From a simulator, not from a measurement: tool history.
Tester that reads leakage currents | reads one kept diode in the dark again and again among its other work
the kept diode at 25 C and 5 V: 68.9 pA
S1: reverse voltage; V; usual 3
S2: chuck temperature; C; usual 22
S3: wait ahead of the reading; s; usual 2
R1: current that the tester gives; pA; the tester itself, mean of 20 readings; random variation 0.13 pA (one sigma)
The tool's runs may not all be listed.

Run 1, hour 0: usual settings. Result: R1 42.35 pA.
Run 2, hour 57.7: usual settings but S3 6.83 s. Result: R1 42.65 pA.
Run 3, hour 133.8: usual settings but S3 6.83 s. Result: R1 42.93 pA.
Run 4, hour 216: usual settings but S3 6.83 s. Result: R1 43.44 pA.
Run 5, hour 273.7: usual settings but S3 6.83 s. Result: R1 43.98 pA.
Run 6, hour 372.5: usual settings but S3 6.83 s. Result: R1 44.5 pA.
Run 7, hour 441.3: usual settings. Result: R1 45.05 pA.
Run 8, hour 525.8: usual settings. Result: R1 45.34 pA.
Run 9, hour 659.9: usual settings but S3 5.36 s. Result: R1 45.32 pA.
Run 10, hour 756: usual settings. Result: R1 45.77 pA.
Run 11, hour 880.4: usual settings. Result: R1 46.82 pA.
Run 12, hour 974.4: usual settings. Result: R1 47.25 pA.
Run 13, hour 1086.2: usual settings but S2 45 C. Result: R1 293.97 pA.
Run 14, hour 1151: usual settings but S2 45 C. Result: R1 294.26 pA.
Run 15, hour 1271.9: usual settings but S2 24 C. Result: R1 58.34 pA.
Run 16, hour 1386.8: usual settings. Result: R1 50.09 pA.
Run 17, hour 1494.7: usual settings. Result: R1 43.27 pA.
Run 18, hour 1594.5: usual settings. Result: R1 43.97 pA.
Run 19, hour 1714.2: usual settings but S1 19.92 V, S2 25 C, S3 0.68 s. Result: R1 193.75 pA.
Run 20, hour 1807.7: usual settings but S1 19.92 V, S2 25 C, S3 0.68 s. Result: R1 195.27 pA.
Run 21, hour 1894.2: usual settings but S2 20 C. Result: R1 38.93 pA.
Run 22, hour 1964.9: usual settings but S2 53 C, S3 0.35 s. Result: R1 484.98 pA.
Run 23, hour 2059.7: usual settings but S1 1.78 V, S2 53 C, S3 0.35 s. Result: R1 356.93 pA.
Run 24, hour 2156.7: usual settings but S1 5.71 V, S2 49 C. Result: R1 537.37 pA.
Run 25, hour 2231.3: usual settings but S1 3.34 V, S2 41 C, S3 0.53 s. Result: R1 219.72 pA.
Run 26, hour 2287.5: usual settings but S1 6.62 V, S2 50 C, S3 0.53 s. Result: R1 641.89 pA.
Run 27, hour 2387.7: usual settings but S2 26 C, S3 0.37 s. Result: R1 66.62 pA.
Run 28, hour 2474.4: usual settings but S2 26 C, S3 0.79 s. Result: R1 66.16 pA.
Run 29, hour 2568.5: usual settings but S2 26 C, S3 0.79 s. Result: R1 66.77 pA.
Run 30, hour 2662: usual settings but S1 9.43 V, S2 30 C, S3 0.86 s. Result: R1 190.49 pA.
Run 31, hour 2746: usual settings but S1 12.47 V, S2 28 C, S3 0.63 s. Result: R1 199.95 pA.
Run 32, hour 2837.4: usual settings but S1 12.47 V, S2 28 C, S3 0.63 s. Result: R1 201.86 pA.
Run 33, hour 2912.9: usual settings but S1 17.06 V, S2 29 C, S3 0.38 s. Result: R1 272.85 pA.
Run 34, hour 3009: usual settings but S1 5.15 V, S2 24 C, S3 0.86 s. Result: R1 85.64 pA.
Run 35, hour 3107.8: usual settings but S1 5.15 V, S2 24 C, S3 0.86 s. Result: R1 86.81 pA.
Run 36, hour 3247.4: usual settings but S1 3.08 V, S2 51 C, S3 0.46 s. Result: R1 464.73 pA.

Not shown: 3 entries that the log had between the listed runs. Between which runs, and how does the tool's hidden state differ before and after?
Between runs 8 and 9: tester calibrated (hour 599)
  stray current of the dirty probe card, pA a volt: 0.502 -> 0.602; current scale over the true one, %: 1.42 -> 0.13; true chuck temperature over the reading, C: 1.09 -> 1.18
  measured less the result without the state, R1: +5.97 -> +6.06 pA
Between runs 12 and 13: chuck's temperature calibrated (hour 987.9)
  stray current of the dirty probe card, pA a volt: 0.825 -> 0.915; current scale over the true one, %: 0.25 -> 0.29; true chuck temperature over the reading, C: 1.42 -> 1.7
  measured less the result without the state, R1: +7.71 -> +38.31 pA
Between runs 16 and 17: chuck's temperature calibrated, once more (hour 1450.3)
  stray current of the dirty probe card, pA a volt: 1.132 -> 1.217; current scale over the true one, %: 0.41 -> 0.45; true chuck temperature over the reading, C: 1.94 -> 0.05
  measured less the result without the state, R1: +10.73 -> +3.94 pA

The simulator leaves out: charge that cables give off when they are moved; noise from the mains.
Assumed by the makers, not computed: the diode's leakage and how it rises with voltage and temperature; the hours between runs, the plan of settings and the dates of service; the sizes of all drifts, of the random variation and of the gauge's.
